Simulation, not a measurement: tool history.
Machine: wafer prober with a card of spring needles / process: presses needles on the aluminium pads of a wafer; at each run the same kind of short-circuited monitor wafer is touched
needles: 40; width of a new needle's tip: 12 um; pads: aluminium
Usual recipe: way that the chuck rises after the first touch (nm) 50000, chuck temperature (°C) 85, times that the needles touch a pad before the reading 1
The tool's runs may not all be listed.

| run | day | way that the chuck rises after the first touch (nm) | chuck temperature (°C) | times that the needles touch a pad before the reading | resistance of one needle with its contact and lead (mohm) | way that a needle slides on the pad (nm) |
|---|---|---|---|---|---|---|
| 1 | 0 | 50000 | 85 | 1 | 268 | 7950 |
|  | 0.438 | tips cleaned on abrasive film |
| 2 | 0.717 | 50000 | 85 | 1 | 286 | 7690 |
|  | 0.908 | tips cleaned on abrasive film |
|  | 1.354 | tips cleaned on abrasive film |
| 3 | 1.55 | 50000 | 85 | 1 | 282 | 7720 |
|  | 1.783 | tips cleaned on abrasive film |
| 4 | 1.979 | 50000 | 85 | 1 | 277 | 7690 |
|  | 2.212 | tips cleaned on abrasive film |
|  | 2.629 | tips cleaned on abrasive film |
| 5 | 2.846 | 50000 | 44 | 1 | 273 | 7580 |
|  | 3.108 | tips cleaned on abrasive film |
| 6 | 3.246 | 50000 | 44 | 1 | 269 | 7700 |
|  | 3.529 | tips cleaned on abrasive film |
| 7 | 3.808 | 50000 | 44 | 3 | 260 | 7420 |
|  | 3.954 | tips cleaned on abrasive film |
| 8 | 4.233 | 50000 | 44 | 3 | 263 | 7720 |
|  | 4.4 | tips cleaned on abrasive film |
|  | 4.838 | tips cleaned on abrasive film |
| 9 | 5.067 | 32000 | 85 | 1 | 304 | 4730 |
|  | 5.267 | tips cleaned on abrasive film |
| 10 | 5.617 | 36000 | 85 | 1 | 308 | 5340 |
|  | 5.721 | tips cleaned on abrasive film |
|  | 6.188 | tips cleaned on abrasive film |
| 11 | 6.504 | 36000 | 85 | 1 | 307 | 5210 |
|  | 6.621 | tips cleaned on abrasive film |
|  | 7.088 | tips cleaned on abrasive film |
| 12 | 7.321 | 50000 | 63 | 1 | 278 | 7470 |
|  | 7.542 | tips cleaned on abrasive film |
| 13 | 7.862 | 50000 | 61 | 1 | 285 | 7570 |
|  | 7.992 | tips cleaned on abrasive film |
|  | 8.412 | tips cleaned on abrasive film |
| 14 | 8.412 | 35000 | 85 | 1 | 270 | 5150 |
|  | 8.838 | tips cleaned on abrasive film |
| 15 | 8.838 | 35000 | 85 | 1 | 277 | 5110 |
|  | 9.288 | tips cleaned on abrasive film |
| 16 | 9.304 | 35000 | 85 | 1 | 279 | 5060 |
| 17 | 9.688 | 66000 | 96 | 1 | 282 | 10070 |
|  | 9.754 | tips cleaned on abrasive film |
|  | 10.183 | tips cleaned on abrasive film |
| 18 | 10.346 | 66000 | 96 | 1 | 281 | 10010 |
|  | 10.638 | tips cleaned on abrasive film |
| 19 | 10.979 | 49000 | 97 | 1 | 292 | 7490 |
|  | 11.079 | tips cleaned on abrasive film |
|  | 11.512 | tips cleaned on abrasive film |
| 20 | 11.825 | 36000 | 85 | 2 | 295 | 5240 |
|  | 11.933 | tips cleaned on abrasive film |
|  | 12.375 | tips cleaned on abrasive film |
| 21 | 12.671 | 36000 | 85 | 2 | 294 | 5090 |
|  | 12.858 | tips cleaned on abrasive film |
|  | 13.325 | tips cleaned on abrasive film |
| 22 | 13.375 | 33000 | 61 | 2 | 270 | 4770 |
|  | 13.779 | tips cleaned on abrasive film |
| 23 | 14.046 | 32000 | 73 | 1 | 314 | 4490 |
|  | 14.229 | tips cleaned on abrasive film |
|  | 14.242 | height of the first contact set anew |
|  | 14.708 | tips cleaned on abrasive film |
| 24 | 14.883 | 69000 | 66 | 1 | 273 | 11100 |
|  | 15.175 | tips cleaned on abrasive film |
|  | 15.604 | tips cleaned on abrasive film |
| 25 | 15.717 | 56000 | 102 | 1 | 278 | 9040 |
|  | 16.083 | tips cleaned on abrasive film |
| 26 | 16.125 | 36000 | 67 | 1 | 271 | 5690 |
|  | 16.517 | tips cleaned on abrasive film |
| 27 | 16.875 | 31000 | 34 | 1 | 308 | 4800 |
|  | 16.962 | tips cleaned on abrasive film |
|  | 17.45 | tips cleaned on abrasive film |
| 28 | 17.483 | 60000 | 70 | 2 | 257 | 9680 |
|  | 17.917 | tips cleaned on abrasive film |
| 29 | 18.15 | 52000 | 48 | 2 | 265 | 8480 |
|  | 18.371 | tips cleaned on abrasive film |
|  | 18.8 | tips cleaned on abrasive film |
| 30 | 18.808 | 50000 | 85 | 1 | 269 | 8030 |
|  | 19.267 | tips cleaned on abrasive film |
| 31 | 19.575 | 50000 | 85 | 1 | 288 | 7880 |

For run 32, what comes out?
|  | 19.712 | tips cleaned on abrasive film |
|  | 20.142 | tips cleaned on abrasive film |
| 32 | 20.142 | 57000 | 84 | 3 | ? | ? |

{"run 32": {"resistance of one needle with its contact and lead (mohm)": 266, "way that a needle slides on the pad (nm)": 9080}}
Take away the tool's hidden state, keep the run-to-run variation as it was, and the same run would have given resistance of one needle with its contact and lead (mohm) 265, way that a needle slides on the pad (nm) 9180.
